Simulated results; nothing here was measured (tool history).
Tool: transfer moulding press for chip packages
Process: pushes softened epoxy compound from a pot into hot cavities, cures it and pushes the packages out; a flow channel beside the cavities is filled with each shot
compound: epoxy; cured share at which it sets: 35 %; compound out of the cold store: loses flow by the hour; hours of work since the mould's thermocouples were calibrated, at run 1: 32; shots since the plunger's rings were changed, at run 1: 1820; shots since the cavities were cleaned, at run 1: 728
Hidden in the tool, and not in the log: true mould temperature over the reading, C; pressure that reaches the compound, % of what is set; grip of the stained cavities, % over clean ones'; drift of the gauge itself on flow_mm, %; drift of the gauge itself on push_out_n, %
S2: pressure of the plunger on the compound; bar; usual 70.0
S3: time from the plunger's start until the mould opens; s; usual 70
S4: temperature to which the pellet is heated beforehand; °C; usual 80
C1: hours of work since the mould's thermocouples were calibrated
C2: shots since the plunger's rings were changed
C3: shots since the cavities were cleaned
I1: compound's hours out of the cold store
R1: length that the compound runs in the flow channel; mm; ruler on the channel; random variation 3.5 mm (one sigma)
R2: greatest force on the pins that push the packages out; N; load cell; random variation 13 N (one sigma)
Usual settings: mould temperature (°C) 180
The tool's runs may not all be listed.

{"run": 1, "day": 0.0, "mould temperature (°C)": 180, "S2": 70.0, "S3": 70, "S4": 80, "C1": 32, "C2": 1820, "C3": 728, "I1": 30.5, "R1": 536, "R2": 953}
{"day": 1.096, "done": "cavities cleaned with cleaning compound and waxed"}
{"run": 2, "day": 1.458, "mould temperature (°C)": 176, "S2": 70.0, "S3": 70, "S4": 80, "C1": 50, "C2": 2236, "C3": 108, "I1": 37.4, "R1": 523, "R2": 878}
{"run": 3, "day": 2.671, "mould temperature (°C)": 181, "S2": 70.0, "S3": 70, "S4": 80, "C1": 65, "C2": 2598, "C3": 470, "I1": 19.6, "R1": 554, "R2": 861}
{"run": 4, "day": 3.946, "mould temperature (°C)": 181, "S2": 70.0, "S3": 70, "S4": 80, "C1": 82, "C2": 2978, "C3": 850, "I1": 12.3, "R1": 578, "R2": 955}
{"day": 4.692, "done": "cavities cleaned with cleaning compound and waxed"}
{"run": 5, "day": 5.288, "mould temperature (°C)": 180, "S2": 70.0, "S3": 70, "S4": 80, "C1": 98, "C2": 3359, "C3": 178, "I1": 20.6, "R1": 546, "R2": 747}
{"run": 6, "day": 6.5, "mould temperature (°C)": 180, "S2": 70.0, "S3": 108, "S4": 80, "C1": 114, "C2": 3721, "C3": 540, "I1": 22.1, "R1": 543, "R2": 520}
{"run": 7, "day": 7.221, "mould temperature (°C)": 180, "S2": 70.0, "S3": 51, "S4": 80, "C1": 124, "C2": 3936, "C3": 755, "I1": 15.3, "R1": 561, "R2": 2121}
{"day": 8.254, "done": "cavities cleaned with cleaning compound and waxed"}
{"run": 8, "day": 8.479, "mould temperature (°C)": 180, "S2": 70.0, "S3": 51, "S4": 80, "C1": 139, "C2": 4292, "C3": 67, "I1": 32.8, "R1": 504, "R2": 1287}
{"run": 9, "day": 9.175, "mould temperature (°C)": 180, "S2": 70.0, "S3": 51, "S4": 80, "C1": 148, "C2": 4500, "C3": 275, "I1": 12.5, "R1": 560, "R2": 1712}
{"run": 10, "day": 9.929, "mould temperature (°C)": 180, "S2": 70.0, "S3": 51, "S4": 80, "C1": 158, "C2": 4725, "C3": 500, "I1": 24.9, "R1": 527, "R2": 1854}
{"run": 11, "day": 11.079, "mould temperature (°C)": 180, "S2": 70.0, "S3": 51, "S4": 80, "C1": 173, "C2": 5067, "C3": 842, "I1": 40.3, "R1": 472, "R2": 1879}
{"day": 11.833, "done": "cavities cleaned with cleaning compound and waxed"}
{"run": 12, "day": 12.5, "mould temperature (°C)": 180, "S2": 58.3, "S3": 51, "S4": 80, "C1": 190, "C2": 5472, "C3": 199, "I1": 12.3, "R1": 500, "R2": 1648}
{"day": 13.608, "done": "plunger's sealing rings changed"}
{"run": 13, "day": 13.654, "mould temperature (°C)": 182, "S2": 70.0, "S3": 70, "S4": 80, "C1": 204, "C2": 14, "C3": 513, "I1": 26.6, "R1": 564, "R2": 782}
{"run": 14, "day": 14.846, "mould temperature (°C)": 182, "S2": 70.0, "S3": 70, "S4": 80, "C1": 219, "C2": 369, "C3": 868, "I1": 29.6, "R1": 550, "R2": 843}
{"day": 15.554, "done": "cavities cleaned with cleaning compound and waxed"}
{"run": 15, "day": 15.554, "mould temperature (°C)": 182, "S2": 70.0, "S3": 70, "S4": 77, "C1": 228, "C2": 562, "C3": 0, "I1": 26.9, "R1": 555, "R2": 532}
{"run": 16, "day": 16.408, "mould temperature (°C)": 182, "S2": 70.0, "S3": 70, "S4": 77, "C1": 239, "C2": 817, "C3": 255, "I1": 17.8, "R1": 574, "R2": 687}

Forecast run 17:
{"run": 17, "day": 17.346, "mould temperature (°C)": 182, "S2": 83.6, "S3": 53, "S4": 77, "C1": 251, "C2": 1096, "C3": 534, "I1": 37.1, "R1": "?", "R2": "?"}

{"run 17": {"R1": 577, "R2": 1488}}
Without the tool's hidden state the same run would have given R1 592 mm, R2 1002 N.

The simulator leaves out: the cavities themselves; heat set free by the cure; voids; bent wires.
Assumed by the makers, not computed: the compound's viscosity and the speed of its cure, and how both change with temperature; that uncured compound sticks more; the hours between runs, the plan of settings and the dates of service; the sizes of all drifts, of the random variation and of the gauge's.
